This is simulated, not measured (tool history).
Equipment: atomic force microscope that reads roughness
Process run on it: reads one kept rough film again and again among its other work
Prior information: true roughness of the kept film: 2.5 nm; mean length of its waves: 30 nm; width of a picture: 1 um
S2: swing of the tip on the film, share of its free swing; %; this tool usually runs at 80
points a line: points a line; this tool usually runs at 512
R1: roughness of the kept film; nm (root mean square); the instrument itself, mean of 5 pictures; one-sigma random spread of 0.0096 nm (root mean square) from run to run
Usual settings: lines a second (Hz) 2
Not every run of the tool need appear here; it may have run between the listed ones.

run 1 day=0 | lines_a_second_(Hz)=2 S2=80 points_a_line=512 | R1=2.007
run 2 day=1.946 | lines_a_second_(Hz)=0.56 S2=80 points_a_line=512 | R1=2.049
run 3 day=3.067 | lines_a_second_(Hz)=0.56 S2=80 points_a_line=512 | R1=2.026
-- day=3.879 new tip fitted
run 4 day=4.225 | lines_a_second_(Hz)=2 S2=80 points_a_line=512 | R1=2.173
run 5 day=5.379 | lines_a_second_(Hz)=2 S2=80 points_a_line=512 | R1=2.151
run 6 day=6.683 | lines_a_second_(Hz)=1.43 S2=80 points_a_line=512 | R1=2.142
run 7 day=8.712 | lines_a_second_(Hz)=1.43 S2=80 points_a_line=512 | R1=2.082
run 8 day=10.571 | lines_a_second_(Hz)=2 S2=80 points_a_line=404 | R1=1.969
run 9 day=12.704 | lines_a_second_(Hz)=2 S2=80 points_a_line=404 | R1=1.912
-- day=13.583 new tip fitted
run 10 day=14.692 | lines_a_second_(Hz)=3.99 S2=84 points_a_line=512 | R1=1.957
run 11 day=16.338 | lines_a_second_(Hz)=3.99 S2=84 points_a_line=512 | R1=1.921
run 12 day=17.8 | lines_a_second_(Hz)=3.99 S2=84 points_a_line=512 | R1=1.879
run 13 day=19.892 | lines_a_second_(Hz)=1.66 S2=84 points_a_line=334 | R1=1.993
run 14 day=22.038 | lines_a_second_(Hz)=1.66 S2=84 points_a_line=334 | R1=1.93

5 options for the next run, each taken on its own from the tool as it stands now. Forecast them:
-- day=23.267 new tip fitted
run A day=23.267 | lines_a_second_(Hz)=3.68 S2=80 points_a_line=333 | R1=?
-- day=23.267 new tip fitted
run B day=23.267 | lines_a_second_(Hz)=1.66 S2=57 points_a_line=334 | R1=?
-- day=23.267 new tip fitted
run C day=23.267 | lines_a_second_(Hz)=2 S2=80 points_a_line=965 | R1=?
-- day=23.267 new tip fitted
run D day=23.267 | lines_a_second_(Hz)=1.66 S2=84 points_a_line=640 | R1=?
-- day=23.267 new tip fitted
run E day=23.267 | lines_a_second_(Hz)=1.35 S2=80 points_a_line=275 | R1=?

run=A R1=2.084
run=B R1=2.313
run=C R1=2.231
run=D R1=2.212
run=E R1=2.219
Stripped of hidden state, with their random variation kept, the same runs would have yielded:
run=A R1=2.071
run=B R1=2.299
run=C R1=2.217
run=D R1=2.198
run=E R1=2.206
